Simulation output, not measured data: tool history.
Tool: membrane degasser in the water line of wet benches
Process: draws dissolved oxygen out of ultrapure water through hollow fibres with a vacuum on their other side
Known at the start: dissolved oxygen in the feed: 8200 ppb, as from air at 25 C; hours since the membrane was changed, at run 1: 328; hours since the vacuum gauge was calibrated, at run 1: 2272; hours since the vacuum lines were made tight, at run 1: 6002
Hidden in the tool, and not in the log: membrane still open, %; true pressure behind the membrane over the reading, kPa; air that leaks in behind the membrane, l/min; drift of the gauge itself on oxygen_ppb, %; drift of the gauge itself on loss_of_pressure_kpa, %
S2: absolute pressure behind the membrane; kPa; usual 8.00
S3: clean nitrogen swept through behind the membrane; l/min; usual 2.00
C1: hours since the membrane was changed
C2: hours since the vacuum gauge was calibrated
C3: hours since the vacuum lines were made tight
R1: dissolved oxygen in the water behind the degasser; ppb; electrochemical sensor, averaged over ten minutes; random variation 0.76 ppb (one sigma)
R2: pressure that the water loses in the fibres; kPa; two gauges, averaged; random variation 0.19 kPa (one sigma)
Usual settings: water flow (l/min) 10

Run 1, hour 0.0: usual settings; C1 328; C2 2272; C3 6002. Result: R1 74.1 ppb, R2 39.60 kPa.
Run 2, hour 85.6: usual settings; C1 414; C2 2358; C3 6088. Result: R1 73.7 ppb, R2 39.73 kPa.
Run 3, hour 158.2: usual settings but S2 5.19 kPa; C1 486; C2 2430; C3 6161. Result: R1 38.4 ppb, R2 39.68 kPa.
Run 4, hour 243.1: usual settings but S2 5.19 kPa; C1 571; C2 2515; C3 6246. Result: R1 38.5 ppb, R2 39.75 kPa.
Run 5, hour 301.8: usual settings but S2 12.25 kPa; C1 630; C2 2574; C3 6304. Result: R1 125.8 ppb, R2 39.79 kPa.
Run 6, hour 389.2: usual settings but water flow (l/min) 14, S2 12.25 kPa; C1 717; C2 2661; C3 6392. Result: R1 180.9 ppb, R2 55.51 kPa.
Run 7, hour 428.6: usual settings but water flow (l/min) 14, S2 12.25 kPa; C1 757; C2 2701; C3 6431. Result: R1 182.5 ppb, R2 55.91 kPa.
Run 8, hour 497.3: usual settings but S2 4.88 kPa; C1 826; C2 2770; C3 6500. Result: R1 35.2 ppb, R2 39.95 kPa.
Run 9, hour 572.9: usual settings but S2 4.88 kPa; C1 901; C2 2845; C3 6575. Result: R1 33.9 ppb, R2 39.65 kPa.
Run 10, hour 652.3: usual settings but S2 4.88 kPa, S3 1.13 l/min; C1 981; C2 2924; C3 6655. Result: R1 52.3 ppb, R2 39.90 kPa.
Run 11, hour 742.7: usual settings but S3 2.99 l/min; C1 1071; C2 3015; C3 6745. Result: R1 53.6 ppb, R2 39.76 kPa.
Run 12, hour 811.8: usual settings but S3 2.99 l/min; C1 1140; C2 3084; C3 6814. Result: R1 53.4 ppb, R2 39.84 kPa.
Run 13, hour 884.4: usual settings but S3 2.99 l/min; C1 1213; C2 3157; C3 6887. Result: R1 55.0 ppb, R2 40.02 kPa.
Run 14, hour 933.1: usual settings but S3 2.99 l/min; C1 1261; C2 3205; C3 6936. Result: R1 54.5 ppb, R2 39.56 kPa.
Run 15, hour 993.1: usual settings but S3 2.99 l/min; C1 1321; C2 3265; C3 6996. Result: R1 55.0 ppb, R2 39.99 kPa.
Run 16, hour 1050.9: usual settings but water flow (l/min) 7, S2 12.82 kPa, S3 0.83 l/min; C1 1379; C2 3323; C3 7053. Result: R1 211.2 ppb, R2 27.98 kPa.
Run 17, hour 1088.8: usual settings but water flow (l/min) 7, S2 12.82 kPa, S3 0.83 l/min; C1 1417; C2 3361; C3 7091. Result: R1 208.0 ppb, R2 27.78 kPa.
Run 18, hour 1131.6: usual settings but water flow (l/min) 7, S2 12.82 kPa, S3 0.83 l/min; C1 1460; C2 3404; C3 7134. Result: R1 208.7 ppb, R2 28.02 kPa.
Run 19, hour 1212.6: usual settings but S3 2.69 l/min; C1 1541; C2 3485; C3 7215. Result: R1 59.5 ppb, R2 40.05 kPa.
Run 20, hour 1266.2: usual settings but S2 12.32 kPa, S3 3.69 l/min; C1 1594; C2 3538; C3 7269. Result: R1 77.2 ppb, R2 39.77 kPa.
Run 21, hour 1321.5: usual settings but S2 12.32 kPa, S3 3.00 l/min; C1 1650; C2 3594; C3 7324. Result: R1 91.8 ppb, R2 39.85 kPa.
Run 22, hour 1404.4: usual settings but S2 12.29 kPa, S3 1.67 l/min; C1 1733; C2 3677; C3 7407. Result: R1 151.2 ppb, R2 39.82 kPa.
Run 23, hour 1478.2: usual settings but water flow (l/min) 6, S2 16.01 kPa; C1 1807; C2 3750; C3 7481. Result: R1 106.6 ppb, R2 23.81 kPa.

The same runs without the tool's hidden state, with the same run-to-run variation:
run     R1     R2
  1   70.3  39.49
  2   69.8  39.60
  3   35.8  39.53
  4   35.8  39.57
  5  119.5  39.60
  6  173.9  55.21
  7  175.3  55.59
  8   32.3  39.70
  9   31.0  39.38
 10   47.6  39.62
 11   50.0  39.45
 12   49.8  39.51
 13   51.2  39.67
 14   50.7  39.20
 15   51.1  39.61
 16  196.5  27.70
 17  193.5  27.50
 18  194.0  27.72
 19   55.0  39.61
 20   72.1  39.31
 21   85.8  39.38
 22  141.8  39.32
 23   96.8  23.51
